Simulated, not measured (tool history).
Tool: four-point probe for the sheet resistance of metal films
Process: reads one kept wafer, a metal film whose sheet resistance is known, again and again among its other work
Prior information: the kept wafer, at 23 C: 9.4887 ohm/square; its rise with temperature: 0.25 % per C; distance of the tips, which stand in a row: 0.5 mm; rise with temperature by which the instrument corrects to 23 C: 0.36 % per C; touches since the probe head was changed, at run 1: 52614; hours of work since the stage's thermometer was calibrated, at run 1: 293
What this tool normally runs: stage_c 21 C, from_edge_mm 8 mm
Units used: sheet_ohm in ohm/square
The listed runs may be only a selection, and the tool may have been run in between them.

run	hour	stage_c	from_edge_mm	touches since the probe head was changed	hours of work since the stage's thermometer was calibrated	sheet_ohm
1	0.0	21	8	52614	293	9.543429
2	77.4	21	8	53850	338	9.540562
3	180.4	35	8	55493	397	9.394633
4	255.4	35	8	56689	441	9.394623
5	309.4	35	8	57550	472	9.395271
6	374.3	35	8	58587	509	9.395573
7	435.8	35	47	59568	545	9.374528
# hour 443.7: stage's thermometer calibrated
8	497.9	21	8	60551	31	9.535178
# hour 597.3: stage's thermometer calibrated, once more
9	597.3	21	8	62129	0	9.539729
10	683.7	21	8	63508	50	9.539245
11	759.2	21	8	64713	93	9.540957
12	811.1	21	8	65541	123	9.539867
13	889.6	21	8	66792	169	9.538384
14	944.4	21	8	67667	200	9.539511
15	988.9	25	5	68377	226	9.527546
16	1089.5	25	5	69982	284	9.525224
17	1163.6	26	25	71165	327	9.466283
18	1248.4	26	25	72518	376	9.468128
19	1314.2	26	25	73567	414	9.465997
20	1390.4	23	4	74784	458	9.569983
21	1432.5	26	69	75456	482	9.467653
22	1523.0	26	69	76899	534	9.459856
23	1582.9	26	69	77856	569	9.459153
24	1639.6	26	69	78760	601	9.459490
25	1720.2	26	69	80047	648	9.462660

3 ways to go on from here, each from the tool as it stands after run 25. What would each give?
A	1764.1	30	40	80746	673	?
B	1764.1	30	11	80746	673	?
C	1764.1	31	37	80746	673	?

run	sheet_ohm
A	9.423303
B	9.431119
C	9.408899
Take away the tool's hidden state, keep each run's random variation, and the runs would have read:
run	sheet_ohm
A	9.420420
B	9.428235
C	9.406014
